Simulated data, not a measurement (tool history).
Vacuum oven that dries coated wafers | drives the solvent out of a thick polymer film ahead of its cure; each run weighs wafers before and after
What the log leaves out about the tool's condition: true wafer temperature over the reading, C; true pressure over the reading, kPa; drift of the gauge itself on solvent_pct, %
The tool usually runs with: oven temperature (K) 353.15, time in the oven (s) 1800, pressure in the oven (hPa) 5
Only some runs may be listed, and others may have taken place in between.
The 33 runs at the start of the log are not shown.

run	hour	oven temperature (K)	time in the oven (s)	pressure in the oven (hPa)	hours of work since the thermocouples were calibrated	hours of work since the vacuum gauge was cleaned of residue	solvent left in the film (%)
34	612.8	359.15	1260	4.74	534	785	4.49
35	630.2	359.15	1260	4.74	547	798	4.45
36	654.2	359.15	2160	16.19	565	816	2.71
37	675.4	360.15	1560	15.13	580	831	3.61
38	698.4	353.15	1260	5	597	848	6.99
39	711.1	353.15	960	5.5	607	857	8.84
40	721.5	352.15	2940	5	614	865	2.39
41	744	346.15	1800	17.73	631	882	8.77
42	761.3	353.15	1860	6.75	644	894	4.59
43	781.9	342.15	1320	2.93	659	909	11.25
44	796.6	353.15	900	3.31	669	920	9.28

Alternative continuations, all from the tool just after run 44; predict every row:
A	820.6	348.15	900	8.15	687	938	?
B	820.6	345.15	1800	13.09	687	938	?
C	820.6	353.15	900	11.81	687	938	?
D	820.6	353.15	1140	5	687	938	?

run	solvent left in the film (%)
A	11.64
B	8.89
C	9.86
D	7.8
With the hidden condition removed and each run's random variation left untouched, the same runs would have given:
run	solvent left in the film (%)
A	11.3
B	8.45
C	9.51
D	7.44
